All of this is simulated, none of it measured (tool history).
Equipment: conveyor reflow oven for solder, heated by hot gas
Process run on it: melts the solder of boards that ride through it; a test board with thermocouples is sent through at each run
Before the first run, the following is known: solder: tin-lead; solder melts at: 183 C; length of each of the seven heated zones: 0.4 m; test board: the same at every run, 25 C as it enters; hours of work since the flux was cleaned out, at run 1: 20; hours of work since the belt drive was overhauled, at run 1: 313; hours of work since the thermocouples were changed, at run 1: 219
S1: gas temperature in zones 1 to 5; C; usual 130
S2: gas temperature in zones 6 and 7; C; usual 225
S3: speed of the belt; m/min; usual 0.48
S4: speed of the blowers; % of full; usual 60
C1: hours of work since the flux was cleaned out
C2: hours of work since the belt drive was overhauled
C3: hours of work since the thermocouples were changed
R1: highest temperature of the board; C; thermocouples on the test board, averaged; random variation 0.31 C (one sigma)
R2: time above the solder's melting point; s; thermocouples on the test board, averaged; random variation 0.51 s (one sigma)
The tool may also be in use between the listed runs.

run   hour   S1   S2     S3  S4   C1   C2   C3     R1    R2
  1      0  130  225   0.48  60   20  313  219  207.4    59
  2   33.4  130  221   0.48  60   36  329  234  203.4  54.5
  3   68.1  130  221   0.48  60   52  345  251  203.6  53.4
  4   91.4  130  221   0.48  60   63  356  262  203.6  54.9
  5  122.6  130  221   0.48  60   77  370  276  202.7  54.7
  6  155.6  130  225   0.48  60   93  386  292    206  58.3
  7    173  130  225   0.48  60  101  394  300  206.6  57.7
  8  206.2  130  225   0.48  60  116  409  315  206.5  59.2
  9  243.7  130  225   0.48  60  134  427  333  206.4  58.4
 10    274  130  225   0.48  60  148  441  347  206.3  57.8
 11  290.2  118  225   0.48  60  156  448  354  203.7  50.2
 12  323.7  118  225   0.48  60  171  464  370  203.8  49.4
     331.3  -- flux residue cleaned out of gas plates and filters
 13  346.7  135  220   0.48  53    7  472  378  200.5  50.1
 14  373.9  130  225   0.45  50   20  485  391  205.4  60.2
 15  412.7  130  225  0.413  72   38  503  409  211.5  76.5
 16  439.4  120  225  0.397  74   50  516  422  211.6  77.2
 17  463.5  120  225  0.397  74   62  527  433  210.9  77.1
 18  493.7  135  225  0.392  83   76  541  447  213.7  90.1
 19  515.9  115  219   0.48  65   86  551  457  197.3  37.7
 20  535.4  115  224  0.455  81   95  560  466  205.4  55.8
     555.1  -- flux residue cleaned out of gas plates and filters, once more
 21  570.1  115  224  0.455  81    7  574  480  208.3  60.4
 22    608  115  238  0.572  81   25  592  498  211.6  49.8
 23  626.4  115  238  0.572  81   33  601  507  211.5  50.1
 24  656.7  115  238  0.572  81   47  615  521  211.6  49.4

5 options for the next run, each taken on its own from the tool as it stands now. Forecast them:
  A  687.6  133  238  0.572  69  62  629  535   ?   ?
  B  687.6  130  225  0.502  60  62  629  535   ?   ?
  C  687.6  130  233  0.448  70  62  629  535   ?   ?
  D  687.6  144  225  0.569  80  62  629  535   ?   ?
  E  687.6  134  238  0.478  58  62  629  535   ?   ?

run     R1    R2
  A  213.3    56
  B  204.9  52.6
  C  216.7  79.2
  D  206.4  55.2
  E  217.5  74.2
What these runs would have given with no unlogged condition in the tool:
run     R1    R2
  A  215.1  57.2
  B  206.5  54.5
  C  218.4  80.2
  D  208.1  56.7
  E  219.2  75.1

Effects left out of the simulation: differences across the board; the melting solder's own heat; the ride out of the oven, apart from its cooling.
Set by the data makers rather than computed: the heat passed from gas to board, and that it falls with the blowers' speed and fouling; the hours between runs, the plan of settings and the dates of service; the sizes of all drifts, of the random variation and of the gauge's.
